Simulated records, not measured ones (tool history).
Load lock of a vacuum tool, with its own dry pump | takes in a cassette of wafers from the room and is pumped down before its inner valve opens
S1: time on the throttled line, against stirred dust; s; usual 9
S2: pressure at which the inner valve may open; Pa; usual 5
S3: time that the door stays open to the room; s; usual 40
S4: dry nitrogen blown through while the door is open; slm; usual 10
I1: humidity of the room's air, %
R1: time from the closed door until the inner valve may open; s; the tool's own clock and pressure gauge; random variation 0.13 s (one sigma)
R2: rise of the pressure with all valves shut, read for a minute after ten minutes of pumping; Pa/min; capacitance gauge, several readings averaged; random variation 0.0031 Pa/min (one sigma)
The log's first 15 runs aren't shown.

Run 16, hour 4933.5: usual settings; I1 45.5. Result: R1 22.1 s, R2 0.242 Pa/min.
Run 17, hour 5241.4: usual settings but S3 37 s; I1 43.8. Result: R1 22.2 s, R2 0.240 Pa/min.
Run 18, hour 5438.2: usual settings but S3 37 s; I1 46.0. Result: R1 22.2 s, R2 0.262 Pa/min.
Run 19, hour 5688.5: usual settings but S4 40 slm; I1 46.9. Result: R1 22.3 s, R2 0.237 Pa/min.
Run 20, hour 5910.8: usual settings but S1 5 s, S2 4 Pa; I1 42.2. Result: R1 20.1 s, R2 0.268 Pa/min.
At hour 6322.5: dry pump taken out, an overhauled one fitted.
Run 21, hour 6381.6: usual settings but S1 7 s, S2 7 Pa, S3 102 s, S4 27 slm; I1 46.6. Result: R1 17.9 s, R2 0.304 Pa/min.
At hour 6445.2: door's seal changed, seat wiped.
Run 22, hour 6717.5: usual settings but S1 7 s, S3 31 s, S4 27 slm; I1 44.5. Result: R1 18.5 s, R2 0.044 Pa/min.
Run 23, hour 6916.1: usual settings but S1 17 s, S3 70 s, S4 5 slm; I1 47.5. Result: R1 26.1 s, R2 0.121 Pa/min.
Run 24, hour 7130.5: usual settings but S2 4 Pa, S3 59 s, S4 16 slm; I1 44.4. Result: R1 20.3 s, R2 0.079 Pa/min.
Run 25, hour 7500.1: usual settings but S2 4 Pa, S3 59 s, S4 16 slm; I1 45.2. Result: R1 20.7 s, R2 0.083 Pa/min.
Run 26, hour 7922.3: usual settings but S2 9 Pa, S3 110 s; I1 44.8. Result: R1 19.6 s, R2 0.137 Pa/min.
Run 27, hour 8364.5: usual settings but S3 135 s; I1 45.8. Result: R1 20.4 s, R2 0.156 Pa/min.

Run 28 comes next. What will it give?
Run 28, hour 8793.5: usual settings but S3 71 s, S4 42 slm; I1 41.6. Result: R1 ?, R2 ?.

R1: 20.5 s
R2: 0.070 Pa/min
Without the tool's hidden state the same run would have given R1 19.8 s, R2 0.052 Pa/min.
